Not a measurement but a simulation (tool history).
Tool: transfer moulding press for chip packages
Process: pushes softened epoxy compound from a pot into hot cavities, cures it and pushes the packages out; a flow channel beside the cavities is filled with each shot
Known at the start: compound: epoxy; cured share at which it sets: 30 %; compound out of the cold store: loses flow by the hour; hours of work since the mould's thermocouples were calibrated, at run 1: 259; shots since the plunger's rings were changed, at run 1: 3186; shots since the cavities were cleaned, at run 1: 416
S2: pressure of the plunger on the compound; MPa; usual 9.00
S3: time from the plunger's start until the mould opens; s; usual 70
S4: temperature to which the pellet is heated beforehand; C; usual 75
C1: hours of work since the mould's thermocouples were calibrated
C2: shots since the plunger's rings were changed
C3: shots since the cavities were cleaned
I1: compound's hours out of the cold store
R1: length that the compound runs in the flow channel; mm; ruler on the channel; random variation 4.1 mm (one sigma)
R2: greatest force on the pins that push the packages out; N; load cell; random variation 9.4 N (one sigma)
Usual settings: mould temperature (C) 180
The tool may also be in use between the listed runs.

Run 1, day 0.000: usual settings; C1 259; C2 3186; C3 416; I1 44.3. Result: R1 490 mm, R2 634 N.
At day 0.133: cavities cleaned with cleaning compound and waxed.
Run 2, day 0.562: usual settings; C1 264; C2 3320; C3 115; I1 22.4. Result: R1 557 mm, R2 499 N.
Run 3, day 1.067: usual settings; C1 270; C2 3455; C3 250; I1 13.5. Result: R1 585 mm, R2 646 N.
Run 4, day 1.425: usual settings; C1 273; C2 3551; C3 346; I1 8.3. Result: R1 599 mm, R2 702 N.
At day 1.792: cavities cleaned with cleaning compound and waxed.
Run 5, day 1.892: usual settings; C1 278; C2 3659; C3 26; I1 19.2. Result: R1 559 mm, R2 476 N.
Run 6, day 2.446: usual settings; C1 284; C2 3807; C3 174; I1 13.7. Result: R1 584 mm, R2 597 N.
Run 7, day 2.846: usual settings; C1 288; C2 3915; C3 282; I1 11.8. Result: R1 581 mm, R2 647 N.
At day 3.458: cavities cleaned with cleaning compound and waxed.
Run 8, day 3.542: usual settings; C1 295; C2 4085; C3 23; I1 45.7. Result: R1 493 mm, R2 433 N.
Run 9, day 3.867: usual settings; C1 299; C2 4171; C3 109; I1 13.7. Result: R1 574 mm, R2 557 N.
Run 10, day 4.375: usual settings; C1 304; C2 4307; C3 245; I1 40.3. Result: R1 505 mm, R2 590 N.
Run 11, day 5.008: usual settings; C1 311; C2 4477; C3 415; I1 13.6. Result: R1 572 mm, R2 679 N.
At day 5.117: cavities cleaned with cleaning compound and waxed.
Run 12, day 5.421: usual settings; C1 315; C2 4570; C3 81; I1 41.2. Result: R1 495 mm, R2 484 N.
Run 13, day 6.029: usual settings but mould temperature (C) 176; C1 322; C2 4734; C3 245; I1 43.9. Result: R1 493 mm, R2 729 N.
Run 14, day 6.683: usual settings; C1 329; C2 4909; C3 420; I1 15.6. Result: R1 573 mm, R2 710 N.
At day 6.808: cavities cleaned with cleaning compound and waxed.
Run 15, day 7.075: usual settings but S2 10.15 MPa, S3 104 s, S4 81 C; C1 332; C2 4996; C3 70; I1 38.0. Result: R1 530 mm, R2 322 N.
Run 16, day 7.600: usual settings but S2 10.15 MPa, S3 104 s, S4 81 C; C1 338; C2 5138; C3 212; I1 37.6. Result: R1 541 mm, R2 394 N.
Run 17, day 8.004: usual settings but S2 10.15 MPa, S3 104 s, S4 81 C; C1 343; C2 5246; C3 320; I1 25.4. Result: R1 575 mm, R2 435 N.
At day 8.471: cavities cleaned with cleaning compound and waxed.
Run 18, day 8.700: usual settings but S3 87 s; C1 350; C2 5415; C3 61; I1 36.2. Result: R1 507 mm, R2 357 N.
At day 9.329: mould's thermocouples calibrated.
Run 19, day 9.488: usual settings but mould temperature (C) 181, S2 8.22 MPa, S3 63 s, S4 73 C; C1 2; C2 5604; C3 250; I1 45.1. Result: R1 467 mm, R2 685 N.
Run 20, day 9.871: usual settings but mould temperature (C) 174, S2 7.39 MPa; C1 6; C2 5707; C3 353; I1 38.7. Result: R1 464 mm, R2 905 N.
At day 10.225: cavities cleaned with cleaning compound and waxed.
Run 21, day 10.683: usual settings but mould temperature (C) 174, S2 7.39 MPa, S3 77 s, S4 78 C; C1 14; C2 5908; C3 124; I1 32.7. Result: R1 469 mm, R2 582 N.
At day 11.004: plunger's sealing rings changed.
Run 22, day 11.104: usual settings but mould temperature (C) 174, S2 7.39 MPa, S3 77 s, S4 78 C; C1 18; C2 27; C3 208; I1 20.5. Result: R1 535 mm, R2 639 N.
Run 23, day 11.538: usual settings but mould temperature (C) 174, S2 10.33 MPa, S3 53 s; C1 22; C2 144; C3 325; I1 21.6. Result: R1 628 mm, R2 1594 N.
At day 12.029: cavities cleaned with cleaning compound and waxed.
Run 24, day 12.225: usual settings but mould temperature (C) 186, S2 9.67 MPa, S4 83 C; C1 29; C2 311; C3 53; I1 41.1. Result: R1 530 mm, R2 349 N.
Run 25, day 12.875: usual settings but S2 6.90 MPa, S3 67 s, S4 72 C; C1 36; C2 484; C3 226; I1 14.9. Result: R1 518 mm, R2 686 N.
Run 26, day 13.554: usual settings but S3 66 s, S4 69 C; C1 44; C2 666; C3 408; I1 13.0. Result: R1 600 mm, R2 825 N.
At day 13.729: cavities cleaned with cleaning compound and waxed.
Run 27, day 14.021: usual settings but S3 66 s, S4 80 C; C1 48; C2 774; C3 77; I1 10.0. Result: R1 604 mm, R2 578 N.
Run 28, day 14.542: usual settings but S2 10.41 MPa, S3 58 s; C1 54; C2 914; C3 217; I1 16.1. Result: R1 633 mm, R2 941 N.

Hidden state or all else? Some run-to-run changes of R1, split into what the settings, what came in and random variation would give without the hidden state, and what is left for the hidden state (with any gauge scatter that isn't in both results):
The hidden state here: true mould temperature over the reading, C; pressure that reaches the compound, % of what is set; grip of the stained cavities, % over clean ones'; drift of the gauge itself on flow_mm, %; drift of the gauge itself on push_out_n, %.
Run 8 -> 9: no setting changed, nothing entered. R1 +81 mm: hidden state -4, all else +85.
Run 21 -> 22: plunger's sealing rings changed. R1 +66 mm: hidden state +27, all else +39.
Run 22 -> 23: S2 7.39 -> 10.33, S3 77 -> 53, S4 78 -> 75. R1 +93 mm: hidden state -1, all else +94.
Run 23 -> 24: mould temperature (C) 174 -> 186, S2 10.33 -> 9.67, S3 53 -> 70, S4 75 -> 83, cavities cleaned with cleaning compound and waxed. R1 -98 mm: hidden state -1, all else -97.

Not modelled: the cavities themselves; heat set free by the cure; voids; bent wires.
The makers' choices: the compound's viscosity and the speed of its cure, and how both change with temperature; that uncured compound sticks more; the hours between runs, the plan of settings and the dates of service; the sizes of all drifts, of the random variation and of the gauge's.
